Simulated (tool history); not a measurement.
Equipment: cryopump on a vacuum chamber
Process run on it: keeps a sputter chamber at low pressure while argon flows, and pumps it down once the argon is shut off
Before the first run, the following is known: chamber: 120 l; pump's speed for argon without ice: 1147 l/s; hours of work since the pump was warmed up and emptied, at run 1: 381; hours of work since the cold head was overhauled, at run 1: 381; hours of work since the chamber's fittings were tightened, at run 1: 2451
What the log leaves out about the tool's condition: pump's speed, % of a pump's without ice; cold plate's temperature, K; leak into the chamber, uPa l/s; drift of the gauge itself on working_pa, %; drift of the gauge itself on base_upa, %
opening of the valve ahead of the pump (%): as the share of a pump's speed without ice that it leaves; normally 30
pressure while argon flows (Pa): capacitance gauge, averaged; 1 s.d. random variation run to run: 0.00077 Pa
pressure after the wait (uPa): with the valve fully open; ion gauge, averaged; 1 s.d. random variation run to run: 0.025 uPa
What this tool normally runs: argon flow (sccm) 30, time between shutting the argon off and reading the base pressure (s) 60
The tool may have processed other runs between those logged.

run	hour	argon flow (sccm)	time between shutting the argon off and reading the base pressure (s)	opening of the valve ahead of the pump (%)	hours of work since the pump was warmed up and emptied	hours of work since the cold head was overhauled	hours of work since the chamber's fittings were tightened	pressure while argon flows (Pa)	pressure after the wait (uPa)
1	0	30	60	30	381	381	2451	0.1539	4.67
2	11.9	30	60	30	389	389	2460	0.1539	4.7
3	21	30	60	38	395	395	2466	0.1234	4.66
4	31.6	30	60	38	402	402	2473	0.1224	4.83
5	48.7	30	60	38	414	414	2485	0.1238	4.79
6	57.6	30	60	49	420	420	2491	0.0979	4.81
7	70.7	30	60	49	429	429	2499	0.0959	4.84
8	80.5	30	60	30	436	436	2506	0.154	4.87
9	89.3	30	192	30	442	442	2512	0.1551	4.34
10	107.2	45	60	30	454	454	2524	0.2334	5
# hour 120.9: leaking fittings of the chamber tightened, without venting
11	128.1	30	60	30	467	467	5	0.1558	1.13
12	146.2	30	60	30	479	479	17	0.1542	1.15
13	161.5	30	60	30	489	489	28	0.156	1.17
14	172.9	30	238	30	497	497	35	0.1565	0.58
15	188.4	30	60	30	508	508	46	0.1562	1.18
16	196.5	30	60	30	513	513	51	0.1564	1.18
17	215.4	30	60	30	526	526	64	0.1565	1.24
18	225.4	30	60	30	533	533	71	0.1565	1.25
19	233.5	30	119	30	538	538	77	0.1565	0.92
20	250.7	30	119	30	550	550	88	0.1579	0.87
21	264.1	37	22	30	559	559	97	0.1931	2.61
22	277.9	30	47	26	568	568	107	0.1792	1.53
23	290.5	16	92	56	577	577	115	0.0466	1.05
24	302.1	16	92	56	585	585	123	0.0476	1.03
25	312.6	16	92	56	592	592	130	0.0479	1.05
26	330.7	58	82	30	604	604	143	0.3084	1.13
27	340.5	20	242	37	611	611	149	0.0868	0.76
28	351.7	16	64	30	618	618	157	0.0848	1.32
29	370.1	16	64	30	631	631	169	0.0848	1.38
30	382.3	16	64	30	639	639	178	0.0848	1.39
31	391.1	56	64	40	645	645	184	0.2268	1.34
32	399.3	35	227	20	651	651	189	0.2702	0.87
33	418.3	35	227	20	664	664	202	0.271	0.91
34	428.1	35	227	20	670	670	209	0.2715	0.91

Branching from run 34: 3 alternative next runs. What would each branch give?
A	443	30	191	30	680	680	219	?	?
B	443	35	40	22	680	680	219	?	?
C	443	32	227	49	680	680	219	?	?

run	pressure while argon flows (Pa)	pressure after the wait (uPa)
A	0.1597	0.96
B	0.2491	1.93
C	0.109	0.89
The same runs, with their run-to-run variation unchanged, on a tool lacking any hidden condition would have given:
run	pressure while argon flows (Pa)	pressure after the wait (uPa)
A	0.1476	0.51
B	0.2349	1.47
C	0.0961	0.44
